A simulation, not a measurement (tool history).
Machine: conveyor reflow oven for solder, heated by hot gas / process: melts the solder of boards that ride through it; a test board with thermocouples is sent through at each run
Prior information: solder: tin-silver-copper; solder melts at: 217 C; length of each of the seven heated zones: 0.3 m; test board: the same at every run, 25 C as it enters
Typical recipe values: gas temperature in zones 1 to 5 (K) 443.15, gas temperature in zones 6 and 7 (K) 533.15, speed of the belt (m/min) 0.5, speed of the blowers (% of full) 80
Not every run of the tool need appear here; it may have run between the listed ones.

run,hour,gas temperature in zones 1 to 5 (K),gas temperature in zones 6 and 7 (K),speed of the belt (m/min),speed of the blowers (% of full),highest temperature of the board (K),time above the solder's melting point (s)
1,0,443.15,533.15,0.5,80,525.3,55.5
2,11.2,443.15,533.15,0.5,80,525.27,55.6
3,23.6,443.15,533.15,0.5,80,525.28,55.4
4,34.3,443.15,533.15,0.5,80,525.25,55.4
5,43.3,443.15,533.15,0.5,80,525.23,55.5
6,54.1,443.15,533.15,0.5,80,525.11,55.5
7,67.8,443.15,533.15,0.5,80,525.19,55.5
8,79.8,443.15,533.15,0.5,58,521.28,51.3
9,93.6,443.15,533.15,0.5,58,521.31,51.4
10,102,443.15,533.15,0.456,80,526.86,62.8
11,119.4,443.15,533.15,0.456,80,526.92,62.8
12,130.4,443.15,533.15,0.5,54,520.32,50.1
13,144.8,443.15,533.15,0.5,54,520.32,50.1
14,153.5,443.15,533.15,0.5,54,520.15,50.3
15,171.1,443.15,533.15,0.5,54,520.18,50.1
16,184.5,443.15,533.15,0.5,54,520.25,50.4
17,197.7,443.15,547.15,0.431,80,541.41,74.3
# hour 208: flux residue cleaned out of gas plates and filters
18,220.4,443.15,547.15,0.431,80,541.96,74.6
19,237.9,443.15,542.15,0.431,80,536.99,72.4
20,250.1,436.15,529.15,0.431,80,523.99,63.2
21,264.4,436.15,529.15,0.431,53,519.73,57.4
22,275.2,436.15,546.15,0.431,53,535.85,68.5
23,286.7,436.15,546.15,0.431,53,535.72,68.5
24,305.1,435.15,522.15,0.431,53,513.1,50.4
25,322.1,435.15,522.15,0.431,53,513.14,50.8
26,331.6,435.15,522.15,0.447,66,514.59,51.4
27,345.6,444.15,533.15,0.571,61,518.37,42.2
28,357.4,444.15,533.15,0.571,61,518.46,42.3
29,366.4,444.15,533.15,0.546,61,519.88,45.8
30,378.1,443.15,533.15,0.473,80,526.44,60.1
31,394.3,443.15,533.15,0.5,87,526.13,56.7

3 ways to go on from here, each from the tool as it stands after run 31. What would each give?
A,407.3,432.15,533.15,0.437,88,?,?
B,407.3,443.15,533.15,0.591,76,?,?
C,407.3,443.15,523.15,0.5,51,?,?

run,highest temperature of the board (K),time above the solder's melting point (s)
A,527.86,64.3
B,520.28,42.6
C,510.75,41.5
Had the tool no hidden state, the same runs would have come out as:
run,highest temperature of the board (K),time above the solder's melting point (s)
A,527.19,63.1
B,519.79,41.8
C,509.95,40.1
